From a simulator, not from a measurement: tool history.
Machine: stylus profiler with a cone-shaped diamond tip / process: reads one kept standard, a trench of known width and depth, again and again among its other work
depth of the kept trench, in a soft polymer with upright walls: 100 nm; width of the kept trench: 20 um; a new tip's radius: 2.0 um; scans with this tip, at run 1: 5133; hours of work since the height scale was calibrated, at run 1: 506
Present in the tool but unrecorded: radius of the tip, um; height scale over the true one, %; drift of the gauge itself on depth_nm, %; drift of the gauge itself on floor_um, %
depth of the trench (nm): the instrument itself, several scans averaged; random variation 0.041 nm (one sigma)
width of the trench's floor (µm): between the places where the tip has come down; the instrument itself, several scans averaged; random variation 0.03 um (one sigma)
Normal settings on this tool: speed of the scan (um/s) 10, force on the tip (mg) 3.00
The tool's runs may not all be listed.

| run | hour | speed of the scan (um/s) | force on the tip (mg) | scans with this tip | hours of work since the height scale was calibrated | depth of the trench (nm) | width of the trench's floor (µm) |
|---|---|---|---|---|---|---|---|
| 1 | 0.0 | 10 | 3.00 | 5133 | 506 | 102.22 | 18.42 |
| 2 | 24.7 | 10 | 3.00 | 5269 | 519 | 102.18 | 18.40 |
| 3 | 40.3 | 10 | 1.86 | 5356 | 528 | 101.71 | 18.38 |
| 4 | 50.5 | 10 | 3.00 | 5413 | 533 | 102.20 | 18.43 |
| 5 | 61.4 | 27 | 3.00 | 5473 | 539 | 102.25 | 18.29 |
| 6 | 73.2 | 10 | 5.89 | 5538 | 546 | 103.35 | 18.48 |
| 7 | 98.0 | 10 | 5.89 | 5676 | 559 | 103.41 | 18.47 |
| 8 | 113.4 | 10 | 5.89 | 5761 | 567 | 103.42 | 18.38 |
| 9 | 128.7 | 10 | 5.89 | 5846 | 576 | 103.41 | 18.44 |
| 10 | 139.3 | 10 | 2.04 | 5905 | 582 | 101.80 | 18.41 |
| 11 | 159.1 | 10 | 2.04 | 6015 | 592 | 101.82 | 18.40 |
| 12 | 172.9 | 10 | 8.53 | 6091 | 600 | 104.23 | 18.43 |
| 13 | 188.4 | 10 | 8.53 | 6177 | 608 | 104.28 | 18.41 |
| 14 | 201.9 | 10 | 8.53 | 6252 | 616 | 104.21 | 18.38 |
| 15 | 212.8 | 10 | 8.53 | 6313 | 622 | 104.23 | 18.40 |
| 16 | 237.1 | 10 | 8.53 | 6447 | 635 | 104.25 | 18.42 |
| 17 | 261.5 | 10 | 8.53 | 6583 | 648 | 104.21 | 18.41 |
| 18 | 279.2 | 4 | 3.00 | 6681 | 658 | 102.24 | 18.42 |
| 19 | 289.8 | 36 | 3.00 | 6739 | 664 | 102.30 | 18.28 |
| 20 | 308.4 | 10 | 3.00 | 6843 | 674 | 102.26 | 18.38 |
| 21 | 325.6 | 10 | 3.00 | 6938 | 683 | 102.38 | 18.37 |
| 22 | 346.5 | 10 | 3.00 | 7054 | 695 | 102.27 | 18.41 |
| 23 | 358.6 | 10 | 3.00 | 7121 | 701 | 102.25 | 18.36 |
| 24 | 379.6 | 2 | 4.03 | 7237 | 713 | 102.73 | 18.40 |
| 25 | 400.2 | 11 | 3.73 | 7351 | 724 | 102.63 | 18.37 |
| 26 | 424.8 | 8 | 1.31 | 7488 | 738 | 101.51 | 18.34 |
| 27 | 444.4 | 8 | 1.31 | 7597 | 748 | 101.53 | 18.34 |
| 28 | 468.2 | 8 | 1.31 | 7729 | 761 | 101.55 | 18.32 |
| 29 | 492.9 | 8 | 1.31 | 7866 | 775 | 101.51 | 18.28 |
| 30 | 516.3 | 23 | 1.19 | 7995 | 788 | 101.45 | 18.19 |
| 31 | 527.1 | 36 | 3.64 | 8055 | 793 | 102.58 | 18.18 |
| 32 | 538.6 | 7 | 1.28 | 8119 | 800 | 101.51 | 18.33 |
| 33 | 562.0 | 2 | 4.99 | 8249 | 813 | 103.19 | 18.34 |
| 34 | 576.5 | 13 | 3.00 | 8329 | 820 | 102.43 | 18.32 |
| 35 | 594.6 | 13 | 1.77 | 8430 | 830 | 101.74 | 18.25 |
| 36 | 613.1 | 13 | 1.77 | 8532 | 840 | 101.74 | 18.25 |
| 37 | 625.3 | 3 | 1.82 | 8599 | 847 | 101.87 | 18.28 |
| 38 | 647.4 | 3 | 1.82 | 8722 | 859 | 101.87 | 18.29 |
| 39 | 659.5 | 3 | 1.82 | 8789 | 866 | 101.87 | 18.38 |
| 40 | 670.2 | 3 | 1.82 | 8849 | 872 | 101.83 | 18.36 |
| 41 | 688.5 | 17 | 2.22 | 8950 | 882 | 102.02 | 18.24 |
| 42 | 709.8 | 23 | 4.25 | 9068 | 893 | 102.92 | 18.23 |
|  | 719.9 | height scale calibrated on a step standard |
| 43 | 721.4 | 23 | 4.25 | 9130 | 1 | 102.48 | 18.18 |
| 44 | 744.4 | 23 | 4.25 | 9257 | 13 | 102.42 | 18.17 |
| 45 | 755.1 | 6 | 7.19 | 9317 | 19 | 103.57 | 18.36 |
| 46 | 765.3 | 7 | 3.72 | 9373 | 25 | 102.24 | 18.26 |

Each row is a separate what-if for the run after 46, all from the same tool condition, not one after another. Results?
| A | 789.0 | 2 | 4.33 | 9504 | 38 | ? | ? |
| B | 789.0 | 9 | 5.65 | 9504 | 38 | ? | ? |
| C | 789.0 | 3 | 2.32 | 9504 | 38 | ? | ? |
| D | 789.0 | 8 | 2.20 | 9504 | 38 | ? | ? |
| E | 789.0 | 6 | 1.10 | 9504 | 38 | ? | ? |

| run | depth of the trench (nm) | width of the trench's floor (µm) |
|---|---|---|
| A | 102.54 | 18.32 |
| B | 103.04 | 18.26 |
| C | 101.72 | 18.28 |
| D | 101.61 | 18.26 |
| E | 101.05 | 18.20 |
Take away the tool's hidden state, keep each run's random variation, and the runs would have read:
| run | depth of the trench (nm) | width of the trench's floor (µm) |
|---|---|---|
| A | 102.50 | 18.75 |
| B | 103.01 | 18.69 |
| C | 101.69 | 18.72 |
| D | 101.58 | 18.69 |
| E | 101.01 | 18.63 |

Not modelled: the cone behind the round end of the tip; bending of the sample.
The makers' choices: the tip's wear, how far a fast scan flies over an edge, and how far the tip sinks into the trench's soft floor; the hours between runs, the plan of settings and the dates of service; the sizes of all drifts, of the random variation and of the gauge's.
